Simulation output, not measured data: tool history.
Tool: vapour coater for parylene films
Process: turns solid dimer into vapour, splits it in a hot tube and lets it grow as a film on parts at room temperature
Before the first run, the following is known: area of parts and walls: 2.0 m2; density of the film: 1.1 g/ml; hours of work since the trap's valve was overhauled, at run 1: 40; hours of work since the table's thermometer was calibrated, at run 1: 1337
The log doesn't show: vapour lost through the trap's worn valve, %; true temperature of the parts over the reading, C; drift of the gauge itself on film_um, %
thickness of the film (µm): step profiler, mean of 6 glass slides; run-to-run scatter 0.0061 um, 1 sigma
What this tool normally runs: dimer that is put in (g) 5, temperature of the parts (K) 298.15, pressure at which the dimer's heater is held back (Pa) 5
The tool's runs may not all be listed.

run,hour,dimer that is put in (g),temperature of the parts (K),pressure at which the dimer's heater is held back (Pa),hours of work since the trap's valve was overhauled,hours of work since the table's thermometer was calibrated,thickness of the film (µm)
1,0,5,298.15,5,40,1337,1.371
2,30.3,9,298.15,5,64,1360,2.457
3,55.4,9,298.15,5,83,1380,2.456
4,88.1,5,298.15,5.06,109,1406,1.352
5,121,5,298.15,5,135,1432,1.343
6,148,5,298.15,5,156,1453,1.338
7,180,5,298.15,5,181,1478,1.334
8,199.2,5,298.15,6.02,196,1493,1.29
9,229.4,5,298.15,6.02,220,1517,1.28
# hour 255: trap's valve overhauled
10,257.4,3,298.15,5,2,1535,0.839
11,287.5,6,305.15,4.45,25,1559,1.307
12,307.4,2,298.15,4.6,41,1575,0.563
13,332.4,3,304.15,5,61,1594,0.665
14,365.9,3,304.15,5,87,1621,0.663
15,401.3,5,298.15,2.32,115,1648,1.508
# hour 411.4: table's thermometer calibrated
16,425.4,5,298.15,2.32,133,11,1.467
17,446.8,5,298.15,2.32,150,28,1.453
18,468.5,3,299.15,5,167,45,0.76
19,506.4,3,299.15,5,196,75,0.759

Pick out some run-to-run changes in thickness of the film (µm). Of each, how much would a tool without hidden state show as well, from the settings, what came in and chance, and how much is left for the hidden state and any gauge scatter not in both results compared?
Run 3 -> 4: dimer that is put in (g) 9 -> 5, pressure at which the dimer's heater is held back (Pa) 5 -> 5.06. thickness of the film (µm) -1.104: hidden state -0.012, all else -1.092.
Run 9 -> 10: dimer that is put in (g) 5 -> 3, pressure at which the dimer's heater is held back (Pa) 6.02 -> 5, trap's valve overhauled. thickness of the film (µm) -0.441: hidden state +0.055, all else -0.496.

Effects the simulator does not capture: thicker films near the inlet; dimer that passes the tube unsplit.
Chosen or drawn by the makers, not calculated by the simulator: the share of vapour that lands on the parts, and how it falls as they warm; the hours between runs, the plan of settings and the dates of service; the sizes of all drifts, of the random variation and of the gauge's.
